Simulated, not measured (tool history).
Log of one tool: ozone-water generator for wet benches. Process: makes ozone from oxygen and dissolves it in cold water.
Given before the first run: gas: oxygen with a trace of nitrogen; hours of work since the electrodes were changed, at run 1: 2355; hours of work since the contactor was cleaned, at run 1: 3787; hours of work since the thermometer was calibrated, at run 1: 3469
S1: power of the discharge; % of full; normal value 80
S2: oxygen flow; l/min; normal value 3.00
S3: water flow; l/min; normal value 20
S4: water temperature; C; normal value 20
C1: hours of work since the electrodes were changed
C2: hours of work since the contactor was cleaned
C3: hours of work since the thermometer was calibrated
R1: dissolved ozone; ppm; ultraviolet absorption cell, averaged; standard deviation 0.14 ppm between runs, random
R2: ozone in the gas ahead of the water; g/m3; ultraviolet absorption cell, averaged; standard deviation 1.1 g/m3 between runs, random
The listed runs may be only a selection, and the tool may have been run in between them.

run,day,S1,S2,S3,S4,C1,C2,C3,R1,R2
1,0.000,80,3.00,20,20,2355,3787,3469,15.4,188.3
2,2.696,98,3.00,20,20,2416,3849,3531,17.8,216.1
3,7.200,80,3.00,20,20,2520,3952,3634,15.3,187.4
4,9.304,80,1.55,20,20,2568,4000,3682,14.6,282.1
5,13.792,85,1.55,20,20,2671,4104,3785,15.0,292.4
6,16.525,80,3.00,23,20,2734,4166,3848,13.5,186.0
7,20.729,86,3.00,20,20,2830,4263,3944,16.1,197.0
8,25.479,86,3.00,20,20,2939,4372,4053,16.2,194.8
9,30.571,80,3.00,20,20,3056,4489,4170,15.4,185.6
10,35.079,80,3.00,20,20,3159,4592,4274,15.2,184.9
11,37.775,80,3.00,20,20,3221,4654,4336,15.3,182.9
12,40.025,80,3.00,20,20,3273,4706,4387,15.4,186.0
13,44.262,80,3.00,20,20,3370,4803,4484,15.5,185.0
14,47.675,80,3.00,19,20,3449,4881,4563,16.0,183.8
15,50.350,80,3.00,19,20,3510,4942,4624,15.9,182.8
16,52.700,80,3.00,19,20,3564,4996,4678,16.0,186.1
17,54.862,94,3.33,19,13,3613,5046,4728,19.4,191.5
18,60.000,66,3.00,20,20,3731,5164,4846,13.5,160.7
19,63.642,80,3.00,20,23,3815,5247,4929,14.7,183.8
20,66.375,80,3.00,20,23,3878,5310,4992,14.9,184.0
21,69.133,80,3.00,20,13,3941,5374,5055,16.6,183.1
# day 70.767: gauge calibrated
22,72.850,63,2.42,30,13,4026,5459,5140,9.5,180.4
23,77.238,80,3.00,26,20,4127,5559,5241,12.3,188.4
# day 79.767: contactor cleaned
24,80.612,80,3.00,26,20,4201,19,5315,12.5,186.5
25,83.362,62,3.00,31,18,4264,83,5378,9.1,157.4
26,85.812,58,1.60,26,16,4320,139,5434,9.3,220.5
27,89.004,58,1.60,26,16,4393,212,5507,9.0,219.6
28,91.433,80,1.56,20,20,4449,268,5563,14.2,278.8
29,94.217,80,1.56,20,20,4513,332,5627,14.3,278.6
30,98.321,80,1.56,20,20,4607,426,5721,14.3,277.2
31,101.750,80,4.69,20,20,4686,505,5800,15.1,142.1
32,106.679,62,4.24,14,27,4799,618,5913,14.2,124.5

Selected run-to-run steps in R2, each split into two signed amounts: the part the tool would show with no hidden state at all (from settings, incoming material and random variation), and the remainder, which goes to the hidden state together with any gauge scatter not common to the measured and the hidden-state-free results:
Hidden conditions of the tool in this case: yield of the discharge, % of new electrodes'; contactor's efficiency, % of a clean one's; true water temperature over the reading, C; drift of the gauge itself on ozone_ppm, %; drift of the gauge itself on gas_g_m3, %.
Run 3 -> 4: S2 3.00 -> 1.55. R2 +94.7 g/m3: hidden state -0.7, all else +95.4.
Run 5 -> 6: S1 85 -> 80, S2 1.55 -> 3.00, S3 20 -> 23. R2 -106.4 g/m3: hidden state +0.6, all else -107.0.
Run 18 -> 19: S1 66 -> 80, S4 20 -> 23. R2 +23.1 g/m3: hidden state -1.0, all else +24.1.
Run 21 -> 22: S1 80 -> 63, S2 3.00 -> 2.42, S3 20 -> 30, gauge calibrated. R2 -2.7 g/m3: hidden state +5.4, all else -8.1.
Run 30 -> 31: S2 1.56 -> 4.69. R2 -135.1 g/m3: hidden state +1.7, all else -136.8.
